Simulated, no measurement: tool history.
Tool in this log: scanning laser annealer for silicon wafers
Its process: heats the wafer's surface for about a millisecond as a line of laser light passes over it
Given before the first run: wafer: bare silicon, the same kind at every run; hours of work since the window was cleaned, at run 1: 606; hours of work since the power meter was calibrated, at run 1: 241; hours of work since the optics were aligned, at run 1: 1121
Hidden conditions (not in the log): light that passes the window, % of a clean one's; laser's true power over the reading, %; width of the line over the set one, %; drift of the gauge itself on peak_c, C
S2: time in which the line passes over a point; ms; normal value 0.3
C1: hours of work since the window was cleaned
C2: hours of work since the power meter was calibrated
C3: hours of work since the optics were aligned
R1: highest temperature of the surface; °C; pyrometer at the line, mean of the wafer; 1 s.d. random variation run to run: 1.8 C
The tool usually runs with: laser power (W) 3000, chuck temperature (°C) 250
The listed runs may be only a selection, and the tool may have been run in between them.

run 1 hour=0 | laser_power_(W)=3000 S2=0.3 chuck_temperature_(°C)=250 | C1=606 C2=241 C3=1121 | R1=996
run 2 hour=16.8 | laser_power_(W)=3000 S2=0.274 chuck_temperature_(°C)=250 | C1=613 C2=248 C3=1128 | R1=954
run 3 hour=34.1 | laser_power_(W)=3000 S2=0.3 chuck_temperature_(°C)=250 | C1=621 C2=255 C3=1135 | R1=993
run 4 hour=49.2 | laser_power_(W)=3129 S2=0.3 chuck_temperature_(°C)=250 | C1=627 C2=261 C3=1142 | R1=1036
run 5 hour=60.4 | laser_power_(W)=3129 S2=0.3 chuck_temperature_(°C)=250 | C1=632 C2=266 C3=1146 | R1=1035
run 6 hour=74.2 | laser_power_(W)=3000 S2=0.3 chuck_temperature_(°C)=250 | C1=637 C2=271 C3=1152 | R1=997
run 7 hour=94.6 | laser_power_(W)=3000 S2=0.3 chuck_temperature_(°C)=250 | C1=646 C2=280 C3=1160 | R1=997
run 8 hour=106.5 | laser_power_(W)=3000 S2=0.3 chuck_temperature_(°C)=250 | C1=651 C2=285 C3=1165 | R1=989
-- hour=110 window over the wafer cleaned
run 9 hour=127.5 | laser_power_(W)=3000 S2=0.3 chuck_temperature_(°C)=223 | C1=7 C2=293 C3=1173 | R1=968
run 10 hour=145.2 | laser_power_(W)=3000 S2=0.3 chuck_temperature_(°C)=223 | C1=15 C2=300 C3=1181 | R1=967
run 11 hour=156 | laser_power_(W)=3000 S2=0.3 chuck_temperature_(°C)=250 | C1=19 C2=305 C3=1185 | R1=996
run 12 hour=171.9 | laser_power_(W)=3000 S2=0.3 chuck_temperature_(°C)=250 | C1=26 C2=311 C3=1192 | R1=994
run 13 hour=189.2 | laser_power_(W)=3000 S2=0.3 chuck_temperature_(°C)=250 | C1=33 C2=318 C3=1199 | R1=996
run 14 hour=197.6 | laser_power_(W)=2814 S2=0.29 chuck_temperature_(°C)=237 | C1=36 C2=322 C3=1202 | R1=906

For run 15, what comes out?
run 15 hour=208.3 | laser_power_(W)=2926 S2=0.257 chuck_temperature_(°C)=282 | C1=41 C2=326 C3=1207 | R1=?

R1: 940 °C
Without the tool's hidden state the same run would have given R1 940 °C.
